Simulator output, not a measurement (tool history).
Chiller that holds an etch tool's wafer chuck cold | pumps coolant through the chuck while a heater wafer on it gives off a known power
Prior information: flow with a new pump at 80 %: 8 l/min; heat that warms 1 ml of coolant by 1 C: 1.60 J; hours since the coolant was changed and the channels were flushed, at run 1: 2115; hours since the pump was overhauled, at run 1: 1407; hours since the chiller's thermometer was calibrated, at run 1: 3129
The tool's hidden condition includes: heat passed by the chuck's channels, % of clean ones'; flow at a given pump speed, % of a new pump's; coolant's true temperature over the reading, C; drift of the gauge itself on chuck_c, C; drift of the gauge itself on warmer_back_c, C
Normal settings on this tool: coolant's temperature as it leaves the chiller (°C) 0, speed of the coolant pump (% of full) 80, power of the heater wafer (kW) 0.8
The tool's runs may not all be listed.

| run | hour | coolant's temperature as it leaves the chiller (°C) | speed of the coolant pump (% of full) | power of the heater wafer (kW) | hours since the coolant was changed and the channels were flushed | hours since the pump was overhauled | hours since the chiller's thermometer was calibrated | chuck's temperature once it has settled (°C) | how much warmer the coolant comes back (C) |
|---|---|---|---|---|---|---|---|---|---|
| 1 | 0 | 0 | 80 | 0.8 | 2115 | 1407 | 3129 | 6.4 | 3.76 |
| 2 | 108.4 | 0 | 80 | 0.8 | 2223 | 1515 | 3238 | 6.3 | 3.78 |
| 3 | 224.4 | 0 | 80 | 0.8 | 2339 | 1631 | 3354 | 6.3 | 3.73 |
| 4 | 381.8 | -4 | 80 | 0.8 | 2496 | 1789 | 3511 | 2.4 | 3.7 |
| 5 | 467.4 | -4 | 80 | 0.8 | 2582 | 1874 | 3597 | 2.4 | 3.71 |
| 6 | 547 | -4 | 80 | 0.8 | 2662 | 1954 | 3676 | 2.4 | 3.67 |
| 7 | 641.3 | -4 | 80 | 0.8 | 2756 | 2048 | 3771 | 2.3 | 3.74 |
| 8 | 717 | -4 | 80 | 0.8 | 2832 | 2124 | 3846 | 2.2 | 3.69 |
| 9 | 880.3 | 0 | 80 | 0.8 | 2995 | 2287 | 4010 | 6.4 | 3.7 |
| 10 | 985.1 | 0 | 80 | 0.8 | 3100 | 2392 | 4114 | 6.3 | 3.7 |
|  | 1060.9 | coolant changed, channels flushed |
| 11 | 1091.7 | 0 | 80 | 0.8 | 31 | 2492 | 4215 | 6.5 | 3.72 |
| 12 | 1227.3 | 0 | 80 | 0.8 | 166 | 2628 | 4351 | 6.3 | 3.69 |
| 13 | 1384.7 | 0 | 80 | 0.8 | 324 | 2786 | 4508 | 6.3 | 3.67 |
| 14 | 1550.5 | 0 | 82 | 0.8 | 490 | 2951 | 4674 | 6.1 | 3.53 |
| 15 | 1622.4 | -4 | 80 | 0.8 | 562 | 3023 | 4746 | 2.2 | 3.63 |
| 16 | 1780.5 | -4 | 80 | 0.8 | 720 | 3181 | 4904 | 2.5 | 3.66 |
| 17 | 1911.9 | -4 | 67 | 0.8 | 851 | 3313 | 5035 | 3.4 | 4.54 |
| 18 | 2080.9 | -5 | 95 | 0.918 | 1020 | 3482 | 5204 | 1.3 | 3.45 |
| 19 | 2245.8 | -8 | 83 | 0.918 | 1185 | 3647 | 5369 | -1 | 4 |
|  | 2347.6 | chiller's thermometer calibrated |
| 20 | 2398 | -8 | 83 | 0.918 | 1336 | 3798 | 50 | -1.1 | 4.01 |
| 21 | 2526.5 | -5 | 61 | 0.601 | 1465 | 3926 | 179 | 1.3 | 3.69 |
| 22 | 2693.5 | -9 | 97 | 0.8 | 1632 | 4093 | 346 | -3.7 | 2.85 |
| 23 | 2832.9 | -9 | 97 | 0.8 | 1771 | 4233 | 485 | -3.6 | 2.87 |
| 24 | 2904.8 | 5 | 89 | 0.681 | 1843 | 4305 | 557 | 10 | 2.65 |
| 25 | 2993.8 | 0 | 64 | 0.602 | 1932 | 4394 | 646 | 5.8 | 3.47 |
| 26 | 3121 | 0 | 64 | 0.602 | 2059 | 4521 | 773 | 6 | 3.5 |
| 27 | 3219.5 | 3 | 67 | 0.8 | 2158 | 4619 | 872 | 10.5 | 4.42 |
| 28 | 3308.9 | 3 | 67 | 0.8 | 2247 | 4709 | 961 | 10.4 | 4.4 |
| 29 | 3391.4 | 1 | 80 | 0.8 | 2330 | 4791 | 1044 | 7.3 | 3.62 |
| 30 | 3566.1 | -5 | 80 | 0.427 | 2504 | 4966 | 1219 | -1.7 | 1.79 |
| 31 | 3647 | -5 | 80 | 0.427 | 2585 | 5047 | 1299 | -1.8 | 1.81 |

Across each entry between runs, compare the hidden state at the last listed run before it with the hidden state at the first listed run after it:
Run 10 -> run 11: coolant changed, channels flushed (hour 1060.9)
  heat passed by the chuck's channels, % of clean ones': 99.9 -> 100; drift of the gauge itself on warmer_back_c, C: -0.05 -> -0.06
  the result without the hidden state subtracted from the measured one, how much warmer the coolant comes back (C): -0.05 -> -0.05
Run 19 -> run 20: chiller's thermometer calibrated (hour 2347.6)
  coolant's true temperature over the reading, C: -0.01 -> 0; drift of the gauge itself on warmer_back_c, C: -0.12 -> -0.13
  the result without the hidden state subtracted from the measured one, how much warmer the coolant comes back (C): -0.11 -> -0.12
